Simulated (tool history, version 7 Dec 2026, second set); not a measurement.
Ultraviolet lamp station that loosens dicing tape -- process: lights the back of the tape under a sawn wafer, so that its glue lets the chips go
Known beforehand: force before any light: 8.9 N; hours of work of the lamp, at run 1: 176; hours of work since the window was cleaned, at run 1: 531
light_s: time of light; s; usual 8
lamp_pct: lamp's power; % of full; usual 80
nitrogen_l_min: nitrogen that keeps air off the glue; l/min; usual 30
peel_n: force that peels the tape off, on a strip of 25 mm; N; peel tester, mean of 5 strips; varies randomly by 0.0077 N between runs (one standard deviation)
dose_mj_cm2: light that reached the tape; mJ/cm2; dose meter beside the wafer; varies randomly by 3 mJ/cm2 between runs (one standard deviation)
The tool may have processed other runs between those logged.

run,hour,light_s,lamp_pct,nitrogen_l_min,hours of work of the lamp,hours of work since the window was cleaned,peel_n,dose_mj_cm2
1,0.0,8,80,30,176,531,0.301,455
2,8.2,8,80,10,181,536,0.556,459
3,18.9,8,80,30,188,543,0.300,454
4,27.5,8,80,30,193,548,0.311,456
5,38.2,8,80,30,200,555,0.290,455
6,47.4,8,80,30,206,561,0.297,458
7,55.7,8,80,27,211,566,0.309,456
8,63.4,8,80,27,216,571,0.301,454
9,73.8,5,80,30,222,577,0.757,285
10,84.6,5,80,30,229,584,0.745,289
11,91.8,5,80,30,234,588,0.743,282
12,98.7,5,80,30,238,593,0.742,286
13,104.9,5,80,30,242,597,0.766,286
14,113.6,8,80,10,247,602,0.547,457
15,119.7,8,65,30,251,606,0.449,371
16,125.8,8,61,30,255,610,0.490,345
17,135.1,8,81,12,261,616,0.486,461

Expected results for the next run?
18,141.1,15,76,29,265,620,?,?

peel_n: 0.188 N
dose_mj_cm2: 809 mJ/cm2
Without the tool's hidden state the same run would have given peel_n 0.188 N, dose_mj_cm2 809 mJ/cm2.
